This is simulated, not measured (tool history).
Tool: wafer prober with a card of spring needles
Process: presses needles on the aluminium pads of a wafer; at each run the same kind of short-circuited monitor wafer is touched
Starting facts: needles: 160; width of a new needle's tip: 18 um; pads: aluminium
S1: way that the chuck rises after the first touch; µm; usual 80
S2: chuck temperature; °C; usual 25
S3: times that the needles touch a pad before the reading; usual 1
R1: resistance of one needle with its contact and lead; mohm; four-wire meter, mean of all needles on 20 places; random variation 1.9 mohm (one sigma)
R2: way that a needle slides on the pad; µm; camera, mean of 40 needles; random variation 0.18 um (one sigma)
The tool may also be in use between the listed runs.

run	day	S1	S2	S3	R1	R2
1	0	80	25	1	275	19.37
2	0.433	80	25	1	274	19.43
3	0.971	80	25	1	281	19.64
4	1.604	80	25	1	284	19.56
5	2.15	69	25	1	294	16.4
6	2.579	69	25	1	293	16.33
7	3.254	69	25	1	293	16.39
8	3.796	69	25	1	278	16.21
9	4.508	69	25	1	288	16.05
10	4.938	80	25	2	277	19.04
11	5.654	80	25	1	280	19
12	6.071	80	113	1	304	18.78
13	6.592	83	25	1	279	19.43
14	6.917	80	85	1	309	18.57
15	7.367	80	25	1	287	18.85
16	7.962	97	35	3	281	22.57
17	8.529	79	43	3	282	18
18	8.942	83	28	1	290	19.12
19	9.617	96	28	1	287	22.9
20	9.921	95	54	2	286	22.45
21	10.562	95	54	2	285	24.73
22	11.046	95	54	2	282	24.77
23	11.788	84	25	2	280	21.81
24	12.433	80	41	1	286	20.67
25	12.883	80	41	1	292	20.53
26	13.442	80	41	1	290	20.36
27	13.754	93	41	1	284	23.9
28	14.321	69	113	2	314	17.7
29	14.721	85	106	2	309	21.84
30	15.433	72	41	2	293	18.07

Put back what was entered between runs (69 entries, withheld): which listed runs does each sit between, and how does the hidden state differ from the listed run before to the listed run after?
In the gap between runs 1 and 2: tips cleaned on abrasive film (day 0.212); tips cleaned on abrasive film (day 0.433)
  debris on the tips, nm: 2.4 -> 2.5; way that the needles fall short of the set height, um: 5.47 -> 5.64; tips' diameter, um: 19.91 -> 19.97
  difference, measured minus the result without the unlogged condition, R1: +3 -> +3 mohm; R2: -1.42 -> -1.48 µm
In the gap between runs 2 and 3: tips cleaned on abrasive film (day 0.638); tips cleaned on abrasive film (day 0.85)
  debris on the tips, nm: 2.5 -> 33.9; way that the needles fall short of the set height, um: 5.64 -> 5.8; tips' diameter, um: 19.97 -> 20.03
  difference, measured minus the result without the unlogged condition, R1: +3 -> +11 mohm; R2: -1.48 -> -1.52 µm
In the gap between runs 3 and 4: tips cleaned on abrasive film (day 1.075); tips cleaned on abrasive film (day 1.3); tips cleaned on abrasive film (day 1.529)
  debris on the tips, nm: 33.9 -> 21.8; way that the needles fall short of the set height, um: 5.8 -> 6.06; tips' diameter, um: 20.03 -> 20.12
  difference, measured minus the result without the unlogged condition, R1: +11 -> +9 mohm; R2: -1.52 -> -1.61 µm
In the gap between runs 4 and 5: tips cleaned on abrasive film (day 1.746); tips cleaned on abrasive film (day 1.979)
  debris on the tips, nm: 21.8 -> 43.9; way that the needles fall short of the set height, um: 6.06 -> 6.3; tips' diameter, um: 20.12 -> 20.2
  difference, measured minus the result without the unlogged condition, R1: +9 -> +19 mohm; R2: -1.61 -> -1.64 µm
In the gap between runs 5 and 6: tips cleaned on abrasive film (day 2.204); tips cleaned on abrasive film (day 2.438)
  debris on the tips, nm: 43.9 -> 38.5; way that the needles fall short of the set height, um: 6.3 -> 6.5; tips' diameter, um: 20.2 -> 20.28
  difference, measured minus the result without the unlogged condition, R1: +19 -> +17 mohm; R2: -1.64 -> -1.68 µm
In the gap between runs 6 and 7: tips cleaned on abrasive film (day 2.679); tips cleaned on abrasive film (day 2.908); tips cleaned on abrasive film (day 3.117)
  debris on the tips, nm: 38.5 -> 39.3; way that the needles fall short of the set height, um: 6.5 -> 6.78; tips' diameter, um: 20.28 -> 20.37
  difference, measured minus the result without the unlogged condition, R1: +17 -> +18 mohm; R2: -1.68 -> -1.78 µm
In the gap between runs 7 and 8: tips cleaned on abrasive film (day 3.358); tips cleaned on abrasive film (day 3.575); tips cleaned on abrasive film (day 3.796)
  debris on the tips, nm: 39.3 -> 3.8; way that the needles fall short of the set height, um: 6.78 -> 7.06; tips' diameter, um: 20.37 -> 20.47
  difference, measured minus the result without the unlogged condition, R1: +18 -> +4 mohm; R2: -1.78 -> -1.85 µm
In the gap between runs 8 and 9: tips cleaned on abrasive film (day 4.017); tips cleaned on abrasive film (day 4.225); tips cleaned on abrasive film (day 4.462)
  debris on the tips, nm: 3.8 -> 17.7; way that the needles fall short of the set height, um: 7.06 -> 7.36; tips' diameter, um: 20.47 -> 20.58
  difference, measured minus the result without the unlogged condition, R1: +4 -> +10 mohm; R2: -1.85 -> -1.91 µm
In the gap between runs 9 and 10: tips cleaned on abrasive film (day 4.679); tips cleaned on abrasive film (day 4.892)
  debris on the tips, nm: 17.7 -> 18; way that the needles fall short of the set height, um: 7.36 -> 7.52; tips' diameter, um: 20.58 -> 20.63
  difference, measured minus the result without the unlogged condition, R1: +10 -> +6 mohm; R2: -1.91 -> -1.98 µm
In the gap between runs 10 and 11: tips cleaned on abrasive film (day 5.104); tips cleaned on abrasive film (day 5.342); tips cleaned on abrasive film (day 5.588)
  debris on the tips, nm: 18 -> 23.2; way that the needles fall short of the set height, um: 7.52 -> 7.86; tips' diameter, um: 20.63 -> 20.75
  difference, measured minus the result without the unlogged condition, R1: +6 -> +10 mohm; R2: -1.98 -> -2.08 µm
In the gap between runs 11 and 12: tips cleaned on abrasive film (day 5.829); tips cleaned on abrasive film (day 6.058)
  debris on the tips, nm: 23.2 -> 9.9; way that the needles fall short of the set height, um: 7.86 -> 8.07; tips' diameter, um: 20.75 -> 20.83
  difference, measured minus the result without the unlogged condition, R1: +10 -> +7 mohm; R2: -2.08 -> -2.11 µm
In the gap between runs 12 and 13: tips cleaned on abrasive film (day 6.275); tips cleaned on abrasive film (day 6.517)
  debris on the tips, nm: 9.9 -> 22.5; way that the needles fall short of the set height, um: 8.07 -> 8.27; tips' diameter, um: 20.83 -> 20.89
  difference, measured minus the result without the unlogged condition, R1: +7 -> +10 mohm; R2: -2.11 -> -2.14 µm
In the gap between runs 13 and 14: tips cleaned on abrasive film (day 6.767)
  debris on the tips, nm: 22.5 -> 40.8; way that the needles fall short of the set height, um: 8.27 -> 8.37; tips' diameter, um: 20.89 -> 20.93
  difference, measured minus the result without the unlogged condition, R1: +10 -> +15 mohm; R2: -2.14 -> -2.18 µm
In the gap between runs 14 and 15: tips cleaned on abrasive film (day 6.971); tips cleaned on abrasive film (day 7.2)
  debris on the tips, nm: 40.8 -> 42.7; way that the needles fall short of the set height, um: 8.37 -> 8.59; tips' diameter, um: 20.93 -> 21
  difference, measured minus the result without the unlogged condition, R1: +15 -> +16 mohm; R2: -2.18 -> -2.27 µm
In the gap between runs 15 and 16: tips cleaned on abrasive film (day 7.421); tips cleaned on abrasive film (day 7.646); tips cleaned on abrasive film (day 7.862)
  debris on the tips, nm: 42.7 -> 32; way that the needles fall short of the set height, um: 8.59 -> 8.87; tips' diameter, um: 21 -> 21.1
  difference, measured minus the result without the unlogged condition, R1: +16 -> +6 mohm; R2: -2.27 -> -2.29 µm
In the gap between runs 16 and 17: tips cleaned on abrasive film (day 8.104); tips cleaned on abrasive film (day 8.342)
  debris on the tips, nm: 32 -> 47.3; way that the needles fall short of the set height, um: 8.87 -> 9.05; tips' diameter, um: 21.1 -> 21.17
  difference, measured minus the result without the unlogged condition, R1: +6 -> +9 mohm; R2: -2.29 -> -2.34 µm
In the gap between runs 17 and 18: tips cleaned on abrasive film (day 8.571); tips cleaned on abrasive film (day 8.783)
  debris on the tips, nm: 47.3 -> 41.6; way that the needles fall short of the set height, um: 9.05 -> 9.29; tips' diameter, um: 21.17 -> 21.25
  difference, measured minus the result without the unlogged condition, R1: +9 -> +16 mohm; R2: -2.34 -> -2.42 µm
In the gap between runs 18 and 19: tips cleaned on abrasive film (day 9.029); tips cleaned on abrasive film (day 9.246); tips cleaned on abrasive film (day 9.454)
  debris on the tips, nm: 41.6 -> 43; way that the needles fall short of the set height, um: 9.29 -> 9.62; tips' diameter, um: 21.25 -> 21.37
  difference, measured minus the result without the unlogged condition, R1: +16 -> +13 mohm; R2: -2.42 -> -2.54 µm
In the gap between runs 19 and 20: tips cleaned on abrasive film (day 9.658); tips cleaned on abrasive film (day 9.896)
  debris on the tips, nm: 43 -> 12; way that the needles fall short of the set height, um: 9.62 -> 9.79; tips' diameter, um: 21.37 -> 21.43
  difference, measured minus the result without the unlogged condition, R1: +13 -> +5 mohm; R2: -2.54 -> -2.58 µm
In the gap between runs 20 and 21: height of the first contact set anew (day 9.983); tips cleaned on abrasive film (day 10.117); tips cleaned on abrasive film (day 10.321); tips cleaned on abrasive film (day 10.542)
  debris on the tips, nm: 12 -> 9.8; way that the needles fall short of the set height, um: 9.79 -> 0.31; tips' diameter, um: 21.43 -> 21.54
  difference, measured minus the result without the unlogged condition, R1: +5 -> +3 mohm; R2: -2.58 -> -0.08 µm
In the gap between runs 21 and 22: tips cleaned on abrasive film (day 10.775); tips cleaned on abrasive film (day 11.004)
  debris on the tips, nm: 9.8 -> 14.1; way that the needles fall short of the set height, um: 0.31 -> 0.53; tips' diameter, um: 21.54 -> 21.61
  difference, measured minus the result without the unlogged condition, R1: +3 -> +4 mohm; R2: -0.08 -> -0.13 µm
In the gap between runs 22 and 23: tips cleaned on abrasive film (day 11.233); tips cleaned on abrasive film (day 11.467); tips cleaned on abrasive film (day 11.679)
  debris on the tips, nm: 14.1 -> 31.9; way that the needles fall short of the set height, um: 0.53 -> 0.82; tips' diameter, um: 21.61 -> 21.71
  difference, measured minus the result without the unlogged condition, R1: +4 -> +7 mohm; R2: -0.13 -> -0.21 µm
In the gap between runs 23 and 24: tips cleaned on abrasive film (day 11.892); tips cleaned on abrasive film (day 12.121); tips cleaned on abrasive film (day 12.35)
  debris on the tips, nm: 31.9 -> 25.6; way that the needles fall short of the set height, um: 0.82 -> 1.14; tips' diameter, um: 21.71 -> 21.82
  difference, measured minus the result without the unlogged condition, R1: +7 -> +9 mohm; R2: -0.21 -> -0.3 µm
In the gap between runs 24 and 25: tips cleaned on abrasive film (day 12.575); tips cleaned on abrasive film (day 12.8)
  debris on the tips, nm: 25.6 -> 28.2; way that the needles fall short of the set height, um: 1.14 -> 1.32; tips' diameter, um: 21.82 -> 21.89
  difference, measured minus the result without the unlogged condition, R1: +9 -> +10 mohm; R2: -0.3 -> -0.34 µm
In the gap between runs 25 and 26: tips cleaned on abrasive film (day 13.025); tips cleaned on abrasive film (day 13.246)
  debris on the tips, nm: 28.2 -> 49; way that the needles fall short of the set height, um: 1.32 -> 1.51; tips' diameter, um: 21.89 -> 21.95
  difference, measured minus the result without the unlogged condition, R1: +10 -> +16 mohm; R2: -0.34 -> -0.39 µm
In the gap between runs 26 and 27: tips cleaned on abrasive film (day 13.475); tips cleaned on abrasive film (day 13.708)
  debris on the tips, nm: 49 -> 14; way that the needles fall short of the set height, um: 1.51 -> 1.7; tips' diameter, um: 21.95 -> 22.02
  difference, measured minus the result without the unlogged condition, R1: +16 -> +5 mohm; R2: -0.39 -> -0.45 µm
In the gap between runs 27 and 28: tips cleaned on abrasive film (day 13.95); tips cleaned on abrasive film (day 14.167)
  debris on the tips, nm: 14 -> 38.4; way that the needles fall short of the set height, um: 1.7 -> 1.88; tips' diameter, um: 22.02 -> 22.08
  difference, measured minus the result without the unlogged condition, R1: +5 -> +11 mohm; R2: -0.45 -> -0.5 µm
In the gap between runs 28 and 29: tips cleaned on abrasive film (day 14.375); tips cleaned on abrasive film (day 14.592)
  debris on the tips, nm: 38.4 -> 38; way that the needles fall short of the set height, um: 1.88 -> 2.08; tips' diameter, um: 22.08 -> 22.15
  difference, measured minus the result without the unlogged condition, R1: +11 -> +8 mohm; R2: -0.5 -> -0.54 µm
In the gap between runs 29 and 30: tips cleaned on abrasive film (day 14.817); tips cleaned on abrasive film (day 15.05); tips cleaned on abrasive film (day 15.271)
  debris on the tips, nm: 38 -> 39.8; way that the needles fall short of the set height, um: 2.08 -> 2.42; tips' diameter, um: 22.15 -> 22.27
  difference, measured minus the result without the unlogged condition, R1: +8 -> +11 mohm; R2: -0.54 -> -0.64 µm
